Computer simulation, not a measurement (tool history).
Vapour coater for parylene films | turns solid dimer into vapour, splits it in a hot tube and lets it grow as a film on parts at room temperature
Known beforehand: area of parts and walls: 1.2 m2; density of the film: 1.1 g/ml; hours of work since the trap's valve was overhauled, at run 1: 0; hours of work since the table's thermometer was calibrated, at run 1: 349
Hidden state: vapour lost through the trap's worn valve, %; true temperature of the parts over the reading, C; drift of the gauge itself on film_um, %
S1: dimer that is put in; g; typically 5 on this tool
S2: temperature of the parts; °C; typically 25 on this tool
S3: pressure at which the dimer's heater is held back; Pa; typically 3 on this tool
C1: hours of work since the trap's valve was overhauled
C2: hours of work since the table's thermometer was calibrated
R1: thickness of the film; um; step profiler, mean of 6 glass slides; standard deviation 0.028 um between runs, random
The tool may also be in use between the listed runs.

run     day  S1  S2    S3   C1   C2    R1
  1       0   5  25     3    0  349  2.45
  2   3.517   5  25     3   35  383  2.47
  3   5.575   5  25  5.98   55  404  2.06
  4   9.171   2  25     3   91  439  1.02
  5  11.862   2  35     3  117  466  0.69
  6  14.496   3  25     3  143  492  1.45
  7  16.912   3  25     3  167  516  1.42
  8  18.488   3  25     3  183  531  1.44
  9  20.683   3  25     3  204  553  1.47
 10  23.325   3  25     3  230  579  1.41
 11  24.858   3  25     3  246  594   1.4
 12  27.629   3  25     3  273  622  1.43
 13  30.488   3  25     3  301  650  1.41
 14  32.629   3  25     3  322  671  1.42
 15  34.696   5  25     3  343  691  2.33
 16  37.721   5  25     3  373  721   2.3
     40.454  -- trap's valve overhauled
 17  41.088   5  33  6.38    6  753  1.63
 18  44.483   5  33  6.38   40  786  1.57
 19  47.358   6  32  2.18   68  815  2.56
 20  49.771   3  23  9.26   92  839  1.14
 21   53.25   3  25  3.38  126  873  1.38
 22  55.512   2  33  5.67  149  895  0.63
 23  59.146   4  26  6.99  185  931  1.47
 24  62.117   4  26  6.99  214  961  1.51

The next listed run, before its measurement:
 25  64.55   4  29  4.37  238  985   ?

{"run 25": {"R1": 1.53}}
Take away the tool's hidden state, keep the run-to-run variation as it was, and the same run would have given R1 1.62 um.
